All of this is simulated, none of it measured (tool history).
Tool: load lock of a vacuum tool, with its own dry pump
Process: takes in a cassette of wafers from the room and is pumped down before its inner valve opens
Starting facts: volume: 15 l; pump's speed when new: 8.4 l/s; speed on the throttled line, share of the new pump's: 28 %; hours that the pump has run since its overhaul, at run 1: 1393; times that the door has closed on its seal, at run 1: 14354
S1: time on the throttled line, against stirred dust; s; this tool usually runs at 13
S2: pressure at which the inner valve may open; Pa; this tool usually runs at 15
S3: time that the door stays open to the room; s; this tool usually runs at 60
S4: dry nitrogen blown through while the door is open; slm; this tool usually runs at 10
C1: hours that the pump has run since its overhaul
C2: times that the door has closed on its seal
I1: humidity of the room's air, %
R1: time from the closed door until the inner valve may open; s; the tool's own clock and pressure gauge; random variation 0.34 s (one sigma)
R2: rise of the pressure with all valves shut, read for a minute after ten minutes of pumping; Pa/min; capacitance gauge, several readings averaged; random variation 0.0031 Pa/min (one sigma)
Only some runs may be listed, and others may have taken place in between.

run 1 hour=0 | S1=13 S2=15 S3=60 S4=10 | C1=1393 C2=14354 | I1=46.2 | R1=25 R2=0.077
run 2 hour=121 | S1=13 S2=15 S3=60 S4=6 | C1=1514 C2=14873 | I1=45.8 | R1=25.5 R2=0.084
run 3 hour=200.7 | S1=13 S2=15 S3=60 S4=6 | C1=1594 C2=15214 | I1=41.7 | R1=25 R2=0.072
run 4 hour=307 | S1=13 S2=15 S3=60 S4=6 | C1=1700 C2=15670 | I1=45.7 | R1=24.9 R2=0.082
run 5 hour=413.1 | S1=13 S2=15 S3=60 S4=10 | C1=1806 C2=16124 | I1=45.9 | R1=25.1 R2=0.074
run 6 hour=557.6 | S1=13 S2=15 S3=60 S4=10 | C1=1951 C2=16743 | I1=46.2 | R1=25.4 R2=0.078
run 7 hour=654.9 | S1=13 S2=15 S3=60 S4=10 | C1=2048 C2=17160 | I1=45.1 | R1=25.3 R2=0.079
run 8 hour=724.7 | S1=11 S2=15 S3=60 S4=10 | C1=2118 C2=17459 | I1=42.2 | R1=23.3 R2=0.067
run 9 hour=829.3 | S1=11 S2=15 S3=60 S4=10 | C1=2223 C2=17907 | I1=47.1 | R1=24.1 R2=0.07
run 10 hour=924 | S1=11 S2=15 S3=60 S4=10 | C1=2317 C2=18313 | I1=44.9 | R1=23.6 R2=0.072
run 11 hour=1015.2 | S1=11 S2=15 S3=60 S4=10 | C1=2409 C2=18704 | I1=44.9 | R1=24 R2=0.071
run 12 hour=1126.4 | S1=13 S2=15 S3=60 S4=10 | C1=2520 C2=19180 | I1=44 | R1=24.7 R2=0.077
run 13 hour=1238.7 | S1=13 S2=11 S3=60 S4=10 | C1=2632 C2=19661 | I1=45.2 | R1=25.8 R2=0.078
run 14 hour=1342.3 | S1=13 S2=10 S3=60 S4=10 | C1=2736 C2=20105 | I1=47.3 | R1=25.7 R2=0.078
run 15 hour=1453.1 | S1=13 S2=10 S3=60 S4=10 | C1=2846 C2=20579 | I1=46.1 | R1=26.4 R2=0.08
run 16 hour=1574.2 | S1=13 S2=10 S3=60 S4=10 | C1=2967 C2=21098 | I1=46.9 | R1=25.9 R2=0.078
run 17 hour=1663.7 | S1=13 S2=10 S3=60 S4=10 | C1=3057 C2=21482 | I1=45.2 | R1=26.2 R2=0.073
run 18 hour=1750.4 | S1=18 S2=15 S3=60 S4=7 | C1=3144 C2=21853 | I1=45.3 | R1=28.6 R2=0.076
run 19 hour=1861.2 | S1=24 S2=15 S3=74 S4=10 | C1=3254 C2=22328 | I1=46.9 | R1=32.9 R2=0.089
run 20 hour=1963.1 | S1=24 S2=15 S3=208 S4=10 | C1=3356 C2=22764 | I1=50.7 | R1=33.1 R2=0.21
run 21 hour=2059.3 | S1=24 S2=15 S3=208 S4=38 | C1=3453 C2=23176 | I1=45.3 | R1=32.5 R2=0.115
run 22 hour=2179.1 | S1=6 S2=15 S3=60 S4=10 | C1=3572 C2=23690 | I1=41.7 | R1=20.5 R2=0.066
run 23 hour=2252.9 | S1=6 S2=15 S3=60 S4=10 | C1=3646 C2=24006 | I1=43.6 | R1=20 R2=0.072
run 24 hour=2321.8 | S1=18 S2=18 S3=139 S4=9 | C1=3715 C2=24301 | I1=46.1 | R1=28.3 R2=0.143
run 25 hour=2408 | S1=18 S2=18 S3=139 S4=9 | C1=3801 C2=24670 | I1=44.2 | R1=28.6 R2=0.14
run 26 hour=2552.2 | S1=18 S2=18 S3=139 S4=9 | C1=3946 C2=25288 | I1=42.2 | R1=28.2 R2=0.134
run 27 hour=2616.2 | S1=11 S2=13 S3=60 S4=10 | C1=4009 C2=25562 | I1=46 | R1=23.9 R2=0.074
run 28 hour=2755.6 | S1=17 S2=16 S3=60 S4=10 | C1=4149 C2=26159 | I1=42.4 | R1=27.9 R2=0.066
run 29 hour=2897.8 | S1=17 S2=16 S3=60 S4=10 | C1=4291 C2=26768 | I1=45.3 | R1=27.4 R2=0.082
run 30 hour=3034.9 | S1=17 S2=16 S3=57 S4=5 | C1=4428 C2=27356 | I1=47 | R1=28.2 R2=0.085
run 31 hour=3138.2 | S1=17 S2=16 S3=57 S4=5 | C1=4532 C2=27798 | I1=46.3 | R1=27.8 R2=0.084
run 32 hour=3212.2 | S1=13 S2=15 S3=30 S4=4 | C1=4605 C2=28115 | I1=44.3 | R1=25 R2=0.055
run 33 hour=3288.7 | S1=6 S2=17 S3=126 S4=13 | C1=4682 C2=28443 | I1=41.2 | R1=19.8 R2=0.112

5 ways to go on from here, each from the tool as it stands after run 33. What would each give?
run A hour=3369.1 | S1=6 S2=17 S3=34 S4=13 | C1=4762 C2=28787 | I1=47.8 | R1=? R2=?
run B hour=3369.1 | S1=6 S2=13 S3=126 S4=13 | C1=4762 C2=28787 | I1=49 | R1=? R2=?
run C hour=3369.1 | S1=15 S2=15 S3=136 S4=5 | C1=4762 C2=28787 | I1=44.3 | R1=? R2=?
run D hour=3369.1 | S1=11 S2=15 S3=60 S4=10 | C1=4762 C2=28787 | I1=45.6 | R1=? R2=?
run E hour=3369.1 | S1=13 S2=28 S3=118 S4=10 | C1=4762 C2=28787 | I1=42.1 | R1=? R2=?

run=A R1=20 R2=0.047
run=B R1=20.2 R2=0.131
run=C R1=26.2 R2=0.155
run=D R1=24.3 R2=0.074
run=E R1=24.1 R2=0.117
Take away the tool's hidden state, keep each run's random variation, and the runs would have read:
run=A R1=20 R2=0.045
run=B R1=20.2 R2=0.129
run=C R1=26.2 R2=0.154
run=D R1=24.3 R2=0.072
run=E R1=24.1 R2=0.115

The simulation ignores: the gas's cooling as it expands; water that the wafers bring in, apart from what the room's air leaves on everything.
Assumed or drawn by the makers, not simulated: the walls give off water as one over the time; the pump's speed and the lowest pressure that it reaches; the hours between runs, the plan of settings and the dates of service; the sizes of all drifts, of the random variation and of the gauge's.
